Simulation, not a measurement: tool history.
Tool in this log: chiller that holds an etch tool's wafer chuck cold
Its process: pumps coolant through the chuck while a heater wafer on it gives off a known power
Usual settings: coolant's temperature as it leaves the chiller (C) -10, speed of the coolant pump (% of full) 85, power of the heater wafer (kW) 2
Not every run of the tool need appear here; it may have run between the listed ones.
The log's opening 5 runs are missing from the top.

run,hour,coolant's temperature as it leaves the chiller (C),speed of the coolant pump (% of full),power of the heater wafer (kW),hours since the coolant was changed and the channels were flushed,hours since the pump was overhauled,hours since the chiller's thermometer was calibrated,chuck's temperature once it has settled (C),how much warmer the coolant comes back (C)
6,228.8,-10,85,2,3143,2353,1872,2,4.6
7,269.7,-10,85,2,3184,2394,1912,1.9,4.67
8,319.4,-10,85,2,3234,2444,1962,2,4.64
9,369.3,-10,85,2,3283,2494,2012,2,4.64
10,425.8,-10,94,2,3340,2550,2069,0.7,4.22
11,462.5,-10,79,2,3377,2587,2105,2.9,4.93
12,517.6,-10,79,2,3432,2642,2160,3,5.01
13,552,-10,85,2.676,3466,2676,2195,6.3,6.23
14,608.8,-10,85,2.676,3523,2733,2252,6.1,6.26
15,636.7,-10,85,2.676,3551,2761,2279,6.2,6.19
16,695,-10,85,2,3609,2819,2338,2.2,4.66
17,747.1,-7,85,1.235,3661,2872,2390,0.7,2.86
18,804.9,-5,96,2,3719,2929,2448,6,4.14
19,836.2,-20,62,2.701,3750,2961,2479,1.9,8.64
20,882.6,-20,62,2.701,3797,3007,2525,2,8.64
21,931.4,-2,92,1.718,3846,3056,2574,7.9,3.76
22,963.5,-2,92,1.718,3878,3088,2606,7.9,3.69
23,999.2,-2,92,1.718,3913,3124,2642,7.9,3.79

What will run 24 give?
24,1031.4,-17,92,2.958,3946,3156,2674,?,?

chuck's temperature once it has settled (C): 0
how much warmer the coolant comes back (C): 6.42
Had the tool carried no hidden state, the very same run would have given chuck's temperature once it has settled (C) -1.7, how much warmer the coolant comes back (C) 6.04.

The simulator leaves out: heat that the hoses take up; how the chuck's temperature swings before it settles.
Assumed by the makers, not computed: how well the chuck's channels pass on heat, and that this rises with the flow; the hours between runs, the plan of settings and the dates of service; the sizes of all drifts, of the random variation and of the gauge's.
